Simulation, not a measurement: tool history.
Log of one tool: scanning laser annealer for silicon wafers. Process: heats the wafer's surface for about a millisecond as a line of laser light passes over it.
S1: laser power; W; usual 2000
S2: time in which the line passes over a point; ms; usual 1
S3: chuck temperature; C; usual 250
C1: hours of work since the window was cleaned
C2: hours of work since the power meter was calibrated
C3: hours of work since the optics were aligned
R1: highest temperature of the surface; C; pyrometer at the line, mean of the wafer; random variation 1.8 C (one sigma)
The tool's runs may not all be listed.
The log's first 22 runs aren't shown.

run     day    S1    S2   S3   C1    C2   C3    R1
 23  13.838  1919     1  250   48   948   81   963
 24  14.692  1745  0.92  245   64   964   97   864
 25  15.092  2001  1.08  213   71   971  104   980
 26  15.721  2001  1.08  213   83   983  116   982
 27  16.542  1783  1.04  213   98   998  131   880
 28  17.425  2156  0.96  213  115  1015  147  1001
 29  17.929  2023  0.71  289  124  1024  157   936
 30  18.479  2023  0.71  289  134  1034  167   935
 31  19.112  2023  0.71  289  146  1046  179   934
 32    19.7  2000  0.84  250  157  1057  190   938

The next listed run, before its measurement:
 33  20.417  2000  1.15  234  170  1070  203   ?

R1: 1020 C
Without the tool's hidden state the same run would have given R1 1034 C.
